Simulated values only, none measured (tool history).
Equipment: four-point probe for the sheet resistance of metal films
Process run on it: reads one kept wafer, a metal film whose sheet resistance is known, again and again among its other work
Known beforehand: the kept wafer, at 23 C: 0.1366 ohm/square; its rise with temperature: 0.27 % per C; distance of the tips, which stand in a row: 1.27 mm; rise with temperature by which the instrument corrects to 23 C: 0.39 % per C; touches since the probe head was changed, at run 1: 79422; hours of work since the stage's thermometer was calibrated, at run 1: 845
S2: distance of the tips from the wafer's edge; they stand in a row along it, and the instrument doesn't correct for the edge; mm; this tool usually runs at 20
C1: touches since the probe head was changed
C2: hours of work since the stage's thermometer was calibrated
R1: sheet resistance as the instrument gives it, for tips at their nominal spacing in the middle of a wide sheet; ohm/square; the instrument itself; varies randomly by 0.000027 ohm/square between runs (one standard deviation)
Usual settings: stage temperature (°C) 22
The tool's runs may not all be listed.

{"run": 1, "day": 0.0, "stage temperature (°C)": 22, "S2": 20, "C1": 79422, "C2": 845, "R1": 0.137767}
{"run": 2, "day": 2.521, "stage temperature (°C)": 22, "S2": 20, "C1": 81931, "C2": 890, "R1": 0.137786}
{"run": 3, "day": 3.962, "stage temperature (°C)": 25, "S2": 20, "C1": 83366, "C2": 916, "R1": 0.137317}
{"run": 4, "day": 6.338, "stage temperature (°C)": 21, "S2": 20, "C1": 85729, "C2": 958, "R1": 0.138008}
{"run": 5, "day": 9.433, "stage temperature (°C)": 20, "S2": 20, "C1": 88810, "C2": 1014, "R1": 0.138176}
{"run": 6, "day": 12.808, "stage temperature (°C)": 20, "S2": 20, "C1": 92169, "C2": 1075, "R1": 0.138158}
{"run": 7, "day": 14.929, "stage temperature (°C)": 20, "S2": 20, "C1": 94280, "C2": 1113, "R1": 0.138155}
{"run": 8, "day": 16.896, "stage temperature (°C)": 22, "S2": 5, "C1": 96236, "C2": 1148, "R1": 0.142156}
{"run": 9, "day": 18.821, "stage temperature (°C)": 22, "S2": 20, "C1": 98153, "C2": 1182, "R1": 0.137848}
{"run": 10, "day": 21.192, "stage temperature (°C)": 22, "S2": 20, "C1": 100511, "C2": 1225, "R1": 0.137876}
{"run": 11, "day": 23.933, "stage temperature (°C)": 22, "S2": 20, "C1": 103242, "C2": 1274, "R1": 0.137893}
{"run": 12, "day": 27.05, "stage temperature (°C)": 22, "S2": 20, "C1": 106344, "C2": 1330, "R1": 0.137912}
{"run": 13, "day": 29.229, "stage temperature (°C)": 22, "S2": 20, "C1": 108509, "C2": 1369, "R1": 0.137894}
{"run": 14, "day": 32.208, "stage temperature (°C)": 22, "S2": 20, "C1": 111475, "C2": 1423, "R1": 0.137945}
{"run": 15, "day": 35.2, "stage temperature (°C)": 22, "S2": 60, "C1": 114455, "C2": 1476, "R1": 0.13771}
{"run": 16, "day": 36.983, "stage temperature (°C)": 22, "S2": 60, "C1": 116226, "C2": 1508, "R1": 0.137724}
{"run": 17, "day": 39.308, "stage temperature (°C)": 22, "S2": 29, "C1": 118542, "C2": 1550, "R1": 0.137784}
{"run": 18, "day": 41.338, "stage temperature (°C)": 22, "S2": 20, "C1": 120560, "C2": 1586, "R1": 0.13795}
{"run": 19, "day": 44.108, "stage temperature (°C)": 22, "S2": 20, "C1": 123317, "C2": 1636, "R1": 0.13804}
{"run": 20, "day": 45.625, "stage temperature (°C)": 22, "S2": 20, "C1": 124828, "C2": 1663, "R1": 0.137983}
{"run": 21, "day": 49.021, "stage temperature (°C)": 34, "S2": 20, "C1": 128209, "C2": 1724, "R1": 0.136158}
{"run": 22, "day": 51.4, "stage temperature (°C)": 34, "S2": 20, "C1": 130573, "C2": 1767, "R1": 0.136205}
{"run": 23, "day": 54.833, "stage temperature (°C)": 18, "S2": 20, "C1": 133992, "C2": 1828, "R1": 0.138739}
{"run": 24, "day": 57.138, "stage temperature (°C)": 18, "S2": 20, "C1": 136285, "C2": 1870, "R1": 0.138735}
{"run": 25, "day": 60.162, "stage temperature (°C)": 18, "S2": 20, "C1": 139297, "C2": 1924, "R1": 0.138815}
{"run": 26, "day": 62.829, "stage temperature (°C)": 18, "S2": 20, "C1": 141949, "C2": 1972, "R1": 0.13875}
{"run": 27, "day": 66.133, "stage temperature (°C)": 23, "S2": 65, "C1": 145237, "C2": 2031, "R1": 0.137654}
{"run": 28, "day": 67.925, "stage temperature (°C)": 30, "S2": 20, "C1": 147020, "C2": 2063, "R1": 0.136897}
{"day": 68.088, "done": "stage's thermometer calibrated"}
{"run": 29, "day": 70.392, "stage temperature (°C)": 31, "S2": 4, "C1": 149454, "C2": 41, "R1": 0.143726}
{"run": 30, "day": 72.979, "stage temperature (°C)": 22, "S2": 24, "C1": 152030, "C2": 88, "R1": 0.138343}
{"run": 31, "day": 75.079, "stage temperature (°C)": 23, "S2": 13, "C1": 154118, "C2": 125, "R1": 0.138652}
{"run": 32, "day": 77.517, "stage temperature (°C)": 23, "S2": 13, "C1": 156545, "C2": 169, "R1": 0.138681}
{"run": 33, "day": 80.25, "stage temperature (°C)": 21, "S2": 57, "C1": 159264, "C2": 218, "R1": 0.138385}
{"run": 34, "day": 81.938, "stage temperature (°C)": 21, "S2": 25, "C1": 160945, "C2": 248, "R1": 0.138569}
{"run": 35, "day": 84.804, "stage temperature (°C)": 22, "S2": 39, "C1": 163796, "C2": 300, "R1": 0.138326}
{"run": 36, "day": 87.254, "stage temperature (°C)": 26, "S2": 22, "C1": 166238, "C2": 344, "R1": 0.137827}
{"run": 37, "day": 90.379, "stage temperature (°C)": 33, "S2": 13, "C1": 169344, "C2": 400, "R1": 0.137236}
{"run": 38, "day": 93.792, "stage temperature (°C)": 30, "S2": 13, "C1": 172743, "C2": 461, "R1": 0.137731}
{"run": 39, "day": 96.912, "stage temperature (°C)": 30, "S2": 13, "C1": 175848, "C2": 517, "R1": 0.137676}
{"run": 40, "day": 98.321, "stage temperature (°C)": 19, "S2": 13, "C1": 177248, "C2": 542, "R1": 0.139496}
{"run": 41, "day": 99.862, "stage temperature (°C)": 19, "S2": 13, "C1": 178785, "C2": 570, "R1": 0.139563}
{"run": 42, "day": 102.938, "stage temperature (°C)": 19, "S2": 13, "C1": 181843, "C2": 625, "R1": 0.13949}
{"run": 43, "day": 106.212, "stage temperature (°C)": 19, "S2": 10, "C1": 185103, "C2": 684, "R1": 0.140008}
{"run": 44, "day": 109.279, "stage temperature (°C)": 19, "S2": 10, "C1": 188155, "C2": 739, "R1": 0.140047}

Measured minus without-hidden-state, run by run (identical run-to-run variation in each term; gauge scatter may differ):
Unlogged tool condition in this case: inner tips' distance over the nominal, %; tips' flats over new ones', %; wafer's true temperature over the reading, C; drift of the gauge itself on sheet_ohm, %.
run=1 R1=+0.000699
run=2 R1=+0.000715
run=3 R1=+0.000721
run=4 R1=+0.000737
run=5 R1=+0.000756
run=6 R1=+0.000776
run=7 R1=+0.000786
run=8 R1=+0.000819
run=9 R1=+0.000808
run=10 R1=+0.000820
run=11 R1=+0.000833
run=12 R1=+0.000849
run=13 R1=+0.000860
run=14 R1=+0.000876
run=15 R1=+0.000891
run=16 R1=+0.000901
run=17 R1=+0.000914
run=18 R1=+0.000926
run=19 R1=+0.000943
run=20 R1=+0.000950
run=21 R1=+0.000963
run=22 R1=+0.000975
run=23 R1=+0.001004
run=24 R1=+0.001015
run=25 R1=+0.001034
run=26 R1=+0.001050
run=27 R1=+0.001063
run=28 R1=+0.001071
run=29 R1=+0.001409
run=30 R1=+0.001374
run=31 R1=+0.001389
run=32 R1=+0.001401
run=33 R1=+0.001414
run=34 R1=+0.001426
run=35 R1=+0.001439
run=36 R1=+0.001448
run=37 R1=+0.001460
run=38 R1=+0.001485
run=39 R1=+0.001500
run=40 R1=+0.001526
run=41 R1=+0.001534
run=42 R1=+0.001550
run=43 R1=+0.001575
run=44 R1=+0.001592
